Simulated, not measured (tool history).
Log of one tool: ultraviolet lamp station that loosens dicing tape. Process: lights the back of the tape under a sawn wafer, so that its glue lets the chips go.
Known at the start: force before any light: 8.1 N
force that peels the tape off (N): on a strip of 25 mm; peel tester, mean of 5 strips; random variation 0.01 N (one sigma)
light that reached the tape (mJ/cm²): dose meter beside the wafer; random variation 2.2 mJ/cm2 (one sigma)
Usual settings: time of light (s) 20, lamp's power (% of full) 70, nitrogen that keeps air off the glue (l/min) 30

run   hour  time of light (s)  lamp's power (% of full)  nitrogen that keeps air off the glue (l/min)  force that peels the tape off (N)  light that reached the tape (mJ/cm²)
  1    0.0                 20                        70                                            30                              0.608                                   171
  2   10.0                 20                        70                                            30                              0.629                                   167
  3   17.3                 20                        70                                            30                              0.615                                   170
  4   23.5                 20                        70                                            30                              0.637                                   169
  5   34.1                 25                        70                                            30                              0.352                                   209
  6   43.0                 12                        70                                            30                              1.719                                   101
  7   49.2                 32                        70                                            30                              0.183                                   266
  8   58.2                 36                        70                                            30                              0.137                                   296
  9   70.0                 16                        70                                            30                              1.079                                   136
 10   77.7                 20                        70                                            57                              0.374                                   164
 11   86.2                 20                        70                                            57                              0.395                                   167
 12   92.4                 20                        70                                            30                              0.673                                   166
 13  103.8                 15                        70                                            30                              1.254                                   122
 14  113.6                 20                        70                                            30                              0.694                                   162
 15  123.1                 20                        72                                            30                              0.620                                   170
 16  131.7                 20                        72                                            30                              0.645                                   169
 17  141.1                 20                        72                                            30                              0.669                                   168
 18  152.1                 20                        70                                            30                              0.701                                   164
 19  162.6                 22                        70                                            12                              1.299                                   181
 20  170.0                 22                        70                                            12                              1.286                                   184
 21  176.9                 38                        61                                            34                              0.173                                   270
 22  183.8                 15                        99                                            36                              0.520                                   174
 23  193.0                 10                        91                                            36                              1.464                                   101
 24  201.2                 13                        97                                            32                              0.844                                   139
 25  207.5                 21                        83                                            30                              0.420                                   200
 26  216.0                 35                        64                                            30                              0.218                                   254
 27  222.7                 35                        75                                            41                              0.105                                   298
 28  233.4                 19                        89                                            47                              0.308                                   194
 29  239.3                 19                        68                                            30                              0.926                                   145
 30  245.1                 20                        73                                            50                              0.417                                   160
 31  256.6                 20                        73                                            50                              0.440                                   163
 32  266.2                 20                        60                                            36                              0.666                                   155
 33  277.2                 20                        60                                            36                              0.657                                   154
 34  288.0                 20                        85                                            36                              0.278                                   216
 35  298.5                 12                        98                                            30                              0.884                                   149
 36  306.6                 12                        98                                            30                              0.852                                   147

Taken out of this log: 1 entry between the listed runs. Where each belongs, and how the hidden state differs across it:
Between runs 31 and 32: window cleaned of glue's vapour (hour 266.0)
  lamp's light, % of a new lamp's: 91.9 -> 91.8; light that the window lets through, % of a clean one's: 86.8 -> 99.9
  measured less the result without the state, force that peels the tape off (N): +0.203 -> +0.125; light that reached the tape (mJ/cm²): -42 -> -14

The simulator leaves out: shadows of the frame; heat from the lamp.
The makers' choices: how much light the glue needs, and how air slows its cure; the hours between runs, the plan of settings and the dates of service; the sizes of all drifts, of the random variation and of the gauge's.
